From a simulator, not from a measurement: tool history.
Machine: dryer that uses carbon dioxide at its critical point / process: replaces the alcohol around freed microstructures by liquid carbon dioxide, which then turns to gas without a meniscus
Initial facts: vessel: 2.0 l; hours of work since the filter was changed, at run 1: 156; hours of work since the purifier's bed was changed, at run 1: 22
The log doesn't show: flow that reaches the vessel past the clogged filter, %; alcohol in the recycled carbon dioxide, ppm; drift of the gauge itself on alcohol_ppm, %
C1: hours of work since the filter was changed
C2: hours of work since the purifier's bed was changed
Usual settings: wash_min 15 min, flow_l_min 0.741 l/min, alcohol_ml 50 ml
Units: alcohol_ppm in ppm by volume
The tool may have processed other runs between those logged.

Run 1, hour 0: usual settings; C1 156; C2 22. Result: alcohol_ppm 231 ppm by volume.
Run 2, hour 8.2: usual settings; C1 160; C2 26. Result: alcohol_ppm 234 ppm by volume.
Run 3, hour 16.6: usual settings; C1 164; C2 30. Result: alcohol_ppm 234 ppm by volume.
Run 4, hour 21.7: usual settings; C1 166; C2 32. Result: alcohol_ppm 242 ppm by volume.
Run 5, hour 30.8: usual settings but flow_l_min 1.098 l/min; C1 171; C2 37. Result: alcohol_ppm 36 ppm by volume.
Run 6, hour 40.3: usual settings but flow_l_min 1.098 l/min; C1 175; C2 41. Result: alcohol_ppm 40 ppm by volume.
Run 7, hour 46.4: usual settings but flow_l_min 1.098 l/min; C1 178; C2 44. Result: alcohol_ppm 30 ppm by volume.
Run 8, hour 53.7: usual settings but flow_l_min 0.612 l/min; C1 182; C2 48. Result: alcohol_ppm 536 ppm by volume.
Run 9, hour 59.3: usual settings but flow_l_min 0.612 l/min; C1 184; C2 51. Result: alcohol_ppm 547 ppm by volume.
Run 10, hour 66.6: usual settings but wash_min 21 min, flow_l_min 0.612 l/min; C1 188; C2 54. Result: alcohol_ppm 125 ppm by volume.
Run 11, hour 76.6: usual settings but wash_min 21 min, flow_l_min 0.612 l/min; C1 193; C2 59. Result: alcohol_ppm 128 ppm by volume.
Run 12, hour 85: usual settings but flow_l_min 1.154 l/min; C1 197; C2 63. Result: alcohol_ppm 35 ppm by volume.
Run 13, hour 94: usual settings but flow_l_min 1.154 l/min; C1 201; C2 67. Result: alcohol_ppm 33 ppm by volume.
Run 14, hour 99.5: usual settings but wash_min 19 min; C1 204; C2 70. Result: alcohol_ppm 89 ppm by volume.
Run 15, hour 104.5: usual settings but wash_min 19 min; C1 206; C2 72. Result: alcohol_ppm 93 ppm by volume.
Run 16, hour 112: usual settings but wash_min 19 min; C1 210; C2 76. Result: alcohol_ppm 94 ppm by volume.
Run 17, hour 118.8: usual settings but wash_min 11 min; C1 213; C2 79. Result: alcohol_ppm 871 ppm by volume.
Run 18, hour 125.2: usual settings but wash_min 11 min; C1 216; C2 82. Result: alcohol_ppm 882 ppm by volume.
Run 19, hour 134.5: usual settings but wash_min 11 min; C1 220; C2 86. Result: alcohol_ppm 883 ppm by volume.
Run 20, hour 141.7: usual settings but flow_l_min 1.218 l/min; C1 224; C2 90. Result: alcohol_ppm 35 ppm by volume.
Run 21, hour 146.9: usual settings but flow_l_min 0.593 l/min; C1 226; C2 92. Result: alcohol_ppm 630 ppm by volume.
Run 22, hour 151.1: usual settings; C1 228; C2 94. Result: alcohol_ppm 281 ppm by volume.
Run 23, hour 156.6: usual settings but wash_min 12 min; C1 231; C2 97. Result: alcohol_ppm 672 ppm by volume.
Run 24, hour 164.6: usual settings; C1 235; C2 101. Result: alcohol_ppm 275 ppm by volume.
Run 25, hour 172.7: usual settings but wash_min 16 min, alcohol_ml 31 ml; C1 239; C2 105. Result: alcohol_ppm 126 ppm by volume.
Run 26, hour 178.7: usual settings but alcohol_ml 44 ml; C1 242; C2 108. Result: alcohol_ppm 247 ppm by volume.
Run 27, hour 185.4: usual settings but wash_min 12 min, flow_l_min 0.765 l/min; C1 245; C2 111. Result: alcohol_ppm 608 ppm by volume.
Run 28, hour 192.6: usual settings but wash_min 12 min; C1 248; C2 114. Result: alcohol_ppm 695 ppm by volume.
Run 29, hour 199.2: usual settings but wash_min 12 min, flow_l_min 1.048 l/min, alcohol_ml 44 ml; C1 251; C2 118. Result: alcohol_ppm 160 ppm by volume.
Run 30, hour 204.4: usual settings but wash_min 13 min, flow_l_min 1.24 l/min, alcohol_ml 34 ml; C1 254; C2 120. Result: alcohol_ppm 44 ppm by volume.
Run 31, hour 211.5: usual settings but wash_min 9 min, flow_l_min 0.851 l/min, alcohol_ml 85 ml; C1 257; C2 123. Result: alcohol_ppm 1923 ppm by volume.
Run 32, hour 218.6: usual settings but wash_min 12 min, flow_l_min 0.903 l/min, alcohol_ml 81 ml; C1 261; C2 127. Result: alcohol_ppm 519 ppm by volume.
Run 33, hour 224.3: usual settings but wash_min 12 min, flow_l_min 1.184 l/min, alcohol_ml 66 ml; C1 263; C2 130. Result: alcohol_ppm 132 ppm by volume.
Run 34, hour 230.9: usual settings but wash_min 12 min, flow_l_min 1.184 l/min, alcohol_ml 66 ml; C1 267; C2 133. Result: alcohol_ppm 137 ppm by volume.
Run 35, hour 235.9: usual settings but wash_min 16 min, flow_l_min 1.041 l/min, alcohol_ml 66 ml; C1 269; C2 135. Result: alcohol_ppm 68 ppm by volume.
Run 36, hour 240: usual settings but wash_min 13 min, alcohol_ml 114 ml; C1 271; C2 137. Result: alcohol_ppm 1160 ppm by volume.
Run 37, hour 246.1: usual settings but wash_min 13 min, alcohol_ml 114 ml; C1 274; C2 140. Result: alcohol_ppm 1182 ppm by volume.
Run 38, hour 251.4: usual settings but wash_min 13 min, alcohol_ml 39 ml; C1 276; C2 143. Result: alcohol_ppm 425 ppm by volume.
Run 39, hour 255.9: usual settings but wash_min 23 min, flow_l_min 1.247 l/min, alcohol_ml 71 ml; C1 279; C2 145. Result: alcohol_ppm 15 ppm by volume.
Run 40, hour 263.3: usual settings but wash_min 23 min, flow_l_min 1.247 l/min, alcohol_ml 71 ml; C1 282; C2 148. Result: alcohol_ppm 23 ppm by volume.
Run 41, hour 268.9: usual settings but wash_min 12 min, flow_l_min 1.033 l/min; C1 285; C2 151. Result: alcohol_ppm 216 ppm by volume.
Run 42, hour 274.9: usual settings but wash_min 23 min, flow_l_min 1.119 l/min, alcohol_ml 71 ml; C1 288; C2 154. Result: alcohol_ppm 34 ppm by volume.

Run 43, settings as shown, results not yet in. Your forecast:
Run 43, hour 282.6: usual settings but wash_min 9 min, flow_l_min 0.862 l/min, alcohol_ml 28 ml; C1 291; C2 157. Result: alcohol_ppm ?.

Run 43 produced alcohol_ppm 659 ppm by volume.
Take away the tool's hidden state, keep the run-to-run variation as it was, and the same run would have given alcohol_ppm 460 ppm by volume.
